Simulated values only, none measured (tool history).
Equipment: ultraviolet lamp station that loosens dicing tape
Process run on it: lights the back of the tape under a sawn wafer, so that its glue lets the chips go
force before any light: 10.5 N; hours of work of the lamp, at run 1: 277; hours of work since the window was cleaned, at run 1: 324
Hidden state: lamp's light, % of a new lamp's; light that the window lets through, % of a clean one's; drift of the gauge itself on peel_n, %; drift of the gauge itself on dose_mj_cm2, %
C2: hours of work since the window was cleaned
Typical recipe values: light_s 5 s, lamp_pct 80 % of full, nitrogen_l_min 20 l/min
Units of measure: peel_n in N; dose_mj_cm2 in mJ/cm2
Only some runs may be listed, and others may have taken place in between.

{"run": 1, "hour": 0.0, "light_s": 5, "lamp_pct": 80, "nitrogen_l_min": 20, "hours of work of the lamp": 277, "C2": 324, "peel_n": 1.478, "dose_mj_cm2": 225}
{"run": 2, "hour": 11.2, "light_s": 5, "lamp_pct": 80, "nitrogen_l_min": 20, "hours of work of the lamp": 283, "C2": 330, "peel_n": 1.413, "dose_mj_cm2": 224}
{"run": 3, "hour": 24.1, "light_s": 5, "lamp_pct": 80, "nitrogen_l_min": 20, "hours of work of the lamp": 290, "C2": 337, "peel_n": 1.509, "dose_mj_cm2": 218}
{"run": 4, "hour": 37.8, "light_s": 4, "lamp_pct": 80, "nitrogen_l_min": 20, "hours of work of the lamp": 297, "C2": 345, "peel_n": 2.197, "dose_mj_cm2": 176}
{"run": 5, "hour": 53.7, "light_s": 5, "lamp_pct": 80, "nitrogen_l_min": 20, "hours of work of the lamp": 306, "C2": 353, "peel_n": 1.474, "dose_mj_cm2": 215}
{"run": 6, "hour": 66.1, "light_s": 5, "lamp_pct": 80, "nitrogen_l_min": 20, "hours of work of the lamp": 312, "C2": 360, "peel_n": 1.463, "dose_mj_cm2": 216}
{"run": 7, "hour": 79.3, "light_s": 5, "lamp_pct": 80, "nitrogen_l_min": 20, "hours of work of the lamp": 319, "C2": 367, "peel_n": 1.505, "dose_mj_cm2": 216}
{"run": 8, "hour": 87.6, "light_s": 5, "lamp_pct": 80, "nitrogen_l_min": 20, "hours of work of the lamp": 324, "C2": 371, "peel_n": 1.615, "dose_mj_cm2": 213}
{"run": 9, "hour": 102.8, "light_s": 5, "lamp_pct": 80, "nitrogen_l_min": 7, "hours of work of the lamp": 332, "C2": 380, "peel_n": 2.447, "dose_mj_cm2": 214}
{"run": 10, "hour": 110.4, "light_s": 5, "lamp_pct": 80, "nitrogen_l_min": 7, "hours of work of the lamp": 336, "C2": 384, "peel_n": 2.423, "dose_mj_cm2": 211}
{"run": 11, "hour": 122.7, "light_s": 7, "lamp_pct": 80, "nitrogen_l_min": 20, "hours of work of the lamp": 343, "C2": 390, "peel_n": 0.769, "dose_mj_cm2": 296}
{"run": 12, "hour": 137.2, "light_s": 7, "lamp_pct": 80, "nitrogen_l_min": 20, "hours of work of the lamp": 350, "C2": 398, "peel_n": 0.786, "dose_mj_cm2": 300}
{"run": 13, "hour": 144.8, "light_s": 5, "lamp_pct": 80, "nitrogen_l_min": 7, "hours of work of the lamp": 354, "C2": 402, "peel_n": 2.484, "dose_mj_cm2": 207}
{"run": 14, "hour": 161.4, "light_s": 5, "lamp_pct": 80, "nitrogen_l_min": 7, "hours of work of the lamp": 363, "C2": 411, "peel_n": 2.574, "dose_mj_cm2": 209}
{"run": 15, "hour": 172.2, "light_s": 5, "lamp_pct": 80, "nitrogen_l_min": 20, "hours of work of the lamp": 369, "C2": 417, "peel_n": 1.624, "dose_mj_cm2": 208}
{"run": 16, "hour": 184.4, "light_s": 5, "lamp_pct": 80, "nitrogen_l_min": 20, "hours of work of the lamp": 376, "C2": 423, "peel_n": 1.529, "dose_mj_cm2": 211}
{"run": 17, "hour": 197.9, "light_s": 5, "lamp_pct": 80, "nitrogen_l_min": 8, "hours of work of the lamp": 383, "C2": 431, "peel_n": 2.399, "dose_mj_cm2": 210}
{"run": 18, "hour": 210.7, "light_s": 5, "lamp_pct": 80, "nitrogen_l_min": 8, "hours of work of the lamp": 390, "C2": 438, "peel_n": 2.411, "dose_mj_cm2": 207}
{"run": 19, "hour": 221.9, "light_s": 5, "lamp_pct": 74, "nitrogen_l_min": 33, "hours of work of the lamp": 396, "C2": 444, "peel_n": 1.56, "dose_mj_cm2": 192}
{"run": 20, "hour": 232.1, "light_s": 5, "lamp_pct": 90, "nitrogen_l_min": 22, "hours of work of the lamp": 401, "C2": 449, "peel_n": 1.251, "dose_mj_cm2": 228}
{"run": 21, "hour": 241.7, "light_s": 5, "lamp_pct": 97, "nitrogen_l_min": 12, "hours of work of the lamp": 407, "C2": 454, "peel_n": 1.478, "dose_mj_cm2": 252}
{"run": 22, "hour": 248.8, "light_s": 10, "lamp_pct": 89, "nitrogen_l_min": 12, "hours of work of the lamp": 410, "C2": 458, "peel_n": 0.38, "dose_mj_cm2": 451}
{"run": 23, "hour": 262.7, "light_s": 6, "lamp_pct": 80, "nitrogen_l_min": 20, "hours of work of the lamp": 418, "C2": 465, "peel_n": 1.148, "dose_mj_cm2": 249}
{"run": 24, "hour": 275.0, "light_s": 5, "lamp_pct": 82, "nitrogen_l_min": 20, "hours of work of the lamp": 424, "C2": 472, "peel_n": 1.582, "dose_mj_cm2": 211}

Forecast run 25:
{"hour": 282.8, "done": "window cleaned of glue's vapour"}
{"run": 25, "hour": 291.1, "light_s": 3, "lamp_pct": 82, "nitrogen_l_min": 14, "hours of work of the lamp": 433, "C2": 4, "peel_n": "?", "dose_mj_cm2": "?"}

{"run 25": {"peel_n": 3.274, "dose_mj_cm2": 144}}
With the hidden condition absent and the run-to-run variation left alone, this run would have shown peel_n 2.812 N, dose_mj_cm2 163 mJ/cm2.

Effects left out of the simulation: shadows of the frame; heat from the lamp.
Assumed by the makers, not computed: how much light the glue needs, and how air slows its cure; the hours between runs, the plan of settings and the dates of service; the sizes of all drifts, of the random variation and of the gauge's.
